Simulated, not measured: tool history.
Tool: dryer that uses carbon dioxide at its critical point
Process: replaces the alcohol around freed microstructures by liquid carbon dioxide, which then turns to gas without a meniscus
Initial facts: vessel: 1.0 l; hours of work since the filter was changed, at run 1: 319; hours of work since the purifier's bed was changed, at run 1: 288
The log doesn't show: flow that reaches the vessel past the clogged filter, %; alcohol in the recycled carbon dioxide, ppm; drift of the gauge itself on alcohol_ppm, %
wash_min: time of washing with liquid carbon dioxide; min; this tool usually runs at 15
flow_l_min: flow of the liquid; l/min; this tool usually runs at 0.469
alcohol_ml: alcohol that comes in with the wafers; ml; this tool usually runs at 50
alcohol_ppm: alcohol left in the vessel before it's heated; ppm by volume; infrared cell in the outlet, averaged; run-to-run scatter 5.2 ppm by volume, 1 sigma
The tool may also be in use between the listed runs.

run,hour,wash_min,flow_l_min,alcohol_ml,hours of work since the filter was changed,hours of work since the purifier's bed was changed,alcohol_ppm
1,0.0,15,0.469,50,319,288,194
2,12.6,15,0.407,50,323,292,350
3,26.7,15,0.407,50,327,296,368
4,50.0,15,0.407,50,334,304,365
5,71.6,15,0.407,50,341,310,368
6,89.1,15,0.469,50,347,316,197
7,103.7,15,0.469,50,351,320,215
8,121.5,15,0.469,88,357,326,320
9,137.6,15,0.469,80,362,331,291
10,156.8,15,0.469,80,368,337,294
11,168.7,15,0.469,50,371,341,203
12,191.1,15,0.469,50,378,348,206
13,209.3,15,0.469,50,384,353,211
14,232.2,15,0.690,50,391,361,75
15,244.3,15,0.716,23,395,364,60
16,259.8,14,0.343,49,400,369,1003
17,283.2,23,0.343,98,407,377,217
18,301.1,11,0.600,62,413,382,356
19,311.4,9,0.600,27,416,385,409
20,332.7,9,0.600,27,423,392,410
21,346.3,9,0.600,27,427,396,398
22,371.7,9,0.600,27,435,404,400
23,393.0,9,0.600,27,441,411,416
24,414.2,9,0.600,27,448,417,424
25,425.3,11,0.433,26,452,421,633
26,441.7,20,0.513,77,457,426,91
27,465.9,20,0.513,77,464,434,90

Below are 3 alternative next runs, each starting from the tool's condition after run 27. Predict each:
A,481.6,21,0.369,43,469,438,?
B,481.6,15,0.376,106,469,438,?
C,481.6,24,0.313,22,469,438,?

run,alcohol_ppm
A,164
B,1182
C,123
Take away the tool's hidden state, keep each run's random variation, and the runs would have read:
run,alcohol_ppm
A,51
B,647
C,30

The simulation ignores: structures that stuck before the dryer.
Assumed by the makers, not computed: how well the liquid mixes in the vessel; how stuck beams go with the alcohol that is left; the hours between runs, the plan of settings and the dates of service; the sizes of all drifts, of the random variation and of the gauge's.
